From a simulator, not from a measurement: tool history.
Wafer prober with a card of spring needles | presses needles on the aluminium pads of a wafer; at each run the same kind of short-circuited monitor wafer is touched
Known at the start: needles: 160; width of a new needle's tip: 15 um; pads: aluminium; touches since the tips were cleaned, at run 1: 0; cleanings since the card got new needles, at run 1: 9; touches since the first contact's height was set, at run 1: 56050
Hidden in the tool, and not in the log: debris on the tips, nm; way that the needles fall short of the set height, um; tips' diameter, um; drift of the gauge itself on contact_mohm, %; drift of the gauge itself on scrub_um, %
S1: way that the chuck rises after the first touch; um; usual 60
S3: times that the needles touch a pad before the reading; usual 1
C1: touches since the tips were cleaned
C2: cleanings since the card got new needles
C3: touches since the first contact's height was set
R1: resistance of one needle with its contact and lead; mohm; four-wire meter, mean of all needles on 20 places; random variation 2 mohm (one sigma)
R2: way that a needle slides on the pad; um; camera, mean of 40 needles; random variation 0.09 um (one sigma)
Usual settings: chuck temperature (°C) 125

{"run": 1, "hour": 0.0, "S1": 60, "chuck temperature (°C)": 125, "S3": 1, "C1": 0, "C2": 9, "C3": 56050, "R1": 218, "R2": 10.22}
{"run": 2, "hour": 7.6, "S1": 60, "chuck temperature (°C)": 125, "S3": 1, "C1": 1921, "C2": 9, "C3": 57971, "R1": 218, "R2": 10.17}
{"run": 3, "hour": 13.9, "S1": 60, "chuck temperature (°C)": 125, "S3": 1, "C1": 3513, "C2": 9, "C3": 59563, "R1": 218, "R2": 10.07}
{"run": 4, "hour": 21.4, "S1": 60, "chuck temperature (°C)": 125, "S3": 1, "C1": 5401, "C2": 9, "C3": 61451, "R1": 218, "R2": 10.12}
{"hour": 22.8, "done": "tips cleaned on abrasive film"}
{"run": 5, "hour": 27.4, "S1": 60, "chuck temperature (°C)": 125, "S3": 1, "C1": 1168, "C2": 10, "C3": 62947, "R1": 216, "R2": 10.13}
{"run": 6, "hour": 35.7, "S1": 60, "chuck temperature (°C)": 125, "S3": 1, "C1": 3271, "C2": 10, "C3": 65050, "R1": 218, "R2": 9.99}
{"run": 7, "hour": 40.6, "S1": 60, "chuck temperature (°C)": 125, "S3": 1, "C1": 4483, "C2": 10, "C3": 66262, "R1": 215, "R2": 10.12}
{"hour": 45.3, "done": "tips cleaned on abrasive film"}
{"run": 8, "hour": 49.7, "S1": 60, "chuck temperature (°C)": 125, "S3": 1, "C1": 1113, "C2": 11, "C3": 68541, "R1": 215, "R2": 10.05}
{"run": 9, "hour": 57.2, "S1": 53, "chuck temperature (°C)": 125, "S3": 1, "C1": 3001, "C2": 11, "C3": 70429, "R1": 217, "R2": 8.86}
{"run": 10, "hour": 66.5, "S1": 53, "chuck temperature (°C)": 125, "S3": 1, "C1": 5350, "C2": 11, "C3": 72778, "R1": 222, "R2": 8.98}
{"hour": 67.7, "done": "tips cleaned on abrasive film"}
{"run": 11, "hour": 72.7, "S1": 53, "chuck temperature (°C)": 125, "S3": 1, "C1": 1274, "C2": 12, "C3": 74331, "R1": 222, "R2": 8.88}
{"run": 12, "hour": 78.5, "S1": 67, "chuck temperature (°C)": 125, "S3": 1, "C1": 2725, "C2": 12, "C3": 75782, "R1": 213, "R2": 11.19}
{"run": 13, "hour": 83.1, "S1": 60, "chuck temperature (°C)": 125, "S3": 1, "C1": 3896, "C2": 12, "C3": 76953, "R1": 218, "R2": 10.09}
{"hour": 90.5, "done": "tips cleaned on abrasive film"}
{"run": 14, "hour": 91.3, "S1": 60, "chuck temperature (°C)": 125, "S3": 1, "C1": 204, "C2": 13, "C3": 78992, "R1": 215, "R2": 10.08}
{"run": 15, "hour": 98.0, "S1": 60, "chuck temperature (°C)": 125, "S3": 1, "C1": 1907, "C2": 13, "C3": 80695, "R1": 214, "R2": 10.14}
{"run": 16, "hour": 103.7, "S1": 60, "chuck temperature (°C)": 125, "S3": 1, "C1": 3334, "C2": 13, "C3": 82122, "R1": 221, "R2": 10.03}
{"run": 17, "hour": 112.7, "S1": 60, "chuck temperature (°C)": 125, "S3": 1, "C1": 5601, "C2": 13, "C3": 84389, "R1": 215, "R2": 9.96}
{"hour": 113.6, "done": "tips cleaned on abrasive film"}
{"run": 18, "hour": 120.9, "S1": 60, "chuck temperature (°C)": 29, "S3": 1, "C1": 1853, "C2": 14, "C3": 86456, "R1": 195, "R2": 9.93}
{"run": 19, "hour": 126.7, "S1": 44, "chuck temperature (°C)": 62, "S3": 1, "C1": 3302, "C2": 14, "C3": 87905, "R1": 213, "R2": 7.29}
{"run": 20, "hour": 132.8, "S1": 69, "chuck temperature (°C)": 125, "S3": 1, "C1": 4834, "C2": 14, "C3": 89437, "R1": 217, "R2": 11.62}
{"hour": 136.4, "done": "tips cleaned on abrasive film"}
{"run": 21, "hour": 142.2, "S1": 43, "chuck temperature (°C)": 26, "S3": 1, "C1": 1465, "C2": 15, "C3": 91804, "R1": 198, "R2": 7.24}
{"run": 22, "hour": 148.3, "S1": 69, "chuck temperature (°C)": 109, "S3": 1, "C1": 3002, "C2": 15, "C3": 93341, "R1": 213, "R2": 11.55}
{"run": 23, "hour": 153.6, "S1": 60, "chuck temperature (°C)": 84, "S3": 3, "C1": 4332, "C2": 15, "C3": 94671, "R1": 208, "R2": 10.01}
{"hour": 159.4, "done": "tips cleaned on abrasive film"}
{"run": 24, "hour": 162.4, "S1": 45, "chuck temperature (°C)": 59, "S3": 1, "C1": 744, "C2": 16, "C3": 96863, "R1": 205, "R2": 7.56}
{"run": 25, "hour": 171.3, "S1": 45, "chuck temperature (°C)": 59, "S3": 1, "C1": 2992, "C2": 16, "C3": 99111, "R1": 209, "R2": 7.54}
{"run": 26, "hour": 175.5, "S1": 45, "chuck temperature (°C)": 59, "S3": 1, "C1": 4060, "C2": 16, "C3": 100179, "R1": 212, "R2": 7.54}
{"hour": 182.2, "done": "tips cleaned on abrasive film"}
{"run": 27, "hour": 184.4, "S1": 41, "chuck temperature (°C)": 59, "S3": 1, "C1": 565, "C2": 17, "C3": 102411, "R1": 212, "R2": 6.91}
{"run": 28, "hour": 192.6, "S1": 41, "chuck temperature (°C)": 76, "S3": 1, "C1": 2628, "C2": 17, "C3": 104474, "R1": 215, "R2": 6.94}
{"run": 29, "hour": 200.7, "S1": 41, "chuck temperature (°C)": 76, "S3": 1, "C1": 4666, "C2": 17, "C3": 106512, "R1": 219, "R2": 6.92}
{"hour": 205.0, "done": "tips cleaned on abrasive film"}
{"run": 30, "hour": 206.7, "S1": 68, "chuck temperature (°C)": 27, "S3": 2, "C1": 405, "C2": 18, "C3": 107992, "R1": 198, "R2": 11.37}
{"run": 31, "hour": 213.0, "S1": 60, "chuck temperature (°C)": 125, "S3": 2, "C1": 2000, "C2": 18, "C3": 109587, "R1": 215, "R2": 10.17}
{"run": 32, "hour": 219.5, "S1": 60, "chuck temperature (°C)": 125, "S3": 2, "C1": 3650, "C2": 18, "C3": 111237, "R1": 215, "R2": 9.98}
{"run": 33, "hour": 227.1, "S1": 76, "chuck temperature (°C)": 125, "S3": 2, "C1": 5567, "C2": 18, "C3": 113154, "R1": 211, "R2": 13}
{"hour": 228.0, "done": "tips cleaned on abrasive film"}
{"run": 34, "hour": 232.8, "S1": 77, "chuck temperature (°C)": 64, "S3": 1, "C1": 1210, "C2": 19, "C3": 114567, "R1": 198, "R2": 12.92}
{"run": 35, "hour": 240.5, "S1": 58, "chuck temperature (°C)": 125, "S3": 1, "C1": 3159, "C2": 19, "C3": 116516, "R1": 223, "R2": 9.78}

Hidden state at the last listed run before each entry between runs and at the first one after, where it differs:
Between runs 4 and 5: tips cleaned on abrasive film (hour 22.8)
  debris on the tips, nm: 0.6 -> 0.3
Between runs 7 and 8: tips cleaned on abrasive film (hour 45.3)
  debris on the tips, nm: 0.6 -> 0.3
Between runs 10 and 11: tips cleaned on abrasive film (hour 67.7)
  debris on the tips, nm: 0.6 -> 0.3
Between runs 13 and 14: tips cleaned on abrasive film (hour 90.5)
  debris on the tips, nm: 0.5 -> 0.1
Between runs 17 and 18: tips cleaned on abrasive film (hour 113.6)
  debris on the tips, nm: 0.6 -> 0.4
Between runs 20 and 21: tips cleaned on abrasive film (hour 136.4)
  debris on the tips, nm: 0.6 -> 0.3
Between runs 23 and 24: tips cleaned on abrasive film (hour 159.4)
  debris on the tips, nm: 0.5 -> 0.2
Between runs 26 and 27: tips cleaned on abrasive film (hour 182.2)
  debris on the tips, nm: 0.5 -> 0.2
Between runs 29 and 30: tips cleaned on abrasive film (hour 205)
  debris on the tips, nm: 0.6 -> 0.1
Between runs 33 and 34: tips cleaned on abrasive film (hour 228)
  debris on the tips, nm: 0.6 -> 0.3

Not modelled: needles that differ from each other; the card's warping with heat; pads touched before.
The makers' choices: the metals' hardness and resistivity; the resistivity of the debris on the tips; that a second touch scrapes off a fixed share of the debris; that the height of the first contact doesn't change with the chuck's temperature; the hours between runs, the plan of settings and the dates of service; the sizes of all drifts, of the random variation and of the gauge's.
